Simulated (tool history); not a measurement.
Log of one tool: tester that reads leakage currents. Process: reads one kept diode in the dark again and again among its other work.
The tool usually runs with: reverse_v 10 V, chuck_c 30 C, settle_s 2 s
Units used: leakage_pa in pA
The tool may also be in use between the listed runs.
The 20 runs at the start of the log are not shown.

run,day,reverse_v,chuck_c,settle_s,leakage_pa
21,54.654,10,27,2,82.31
22,56.325,10,27,2,82.31
23,59.988,10,27,2,81.97
24,62.729,3.4,27,0.31,51.02
25,64.354,5.8,25,4.17,51.56
26,67.438,4.1,30,1.94,69.64
# day 67.992: chuck's temperature calibrated
27,71.142,10.8,24,3.91,70.88
28,73.646,10.8,24,3.91,70.75
29,76.842,10.8,24,3.91,70.64
30,80.238,5.4,30,0.74,89.72
31,83.038,5.4,30,0.74,89.11
32,85.175,5.4,30,0.74,88.51
33,88.675,7.1,59,0.58,1160.22
34,91.525,10,24,2,68.87
35,95.033,4,50,0.58,425.22
36,97.712,4,20,0.51,31.69
37,100.65,11.7,20,0.31,63.97
38,102.7,1.1,30,2,39.64
39,104.838,10,30,7.92,116.81

Below are 4 alternative next runs, each starting from the tool's condition after run 39. Predict each:
A,107.842,10,41,2,?
B,107.842,14.8,26,3.09,?
C,107.842,11.6,31,2.79,?
D,107.842,10,39,7.92,?

run,leakage_pa
A,309.13
B,100.4
C,138.62
D,258.43
The same runs, with their run-to-run variation unchanged, on a tool lacking any hidden condition would have given:
run,leakage_pa
A,308.03
B,94.97
C,135.06
D,256.85
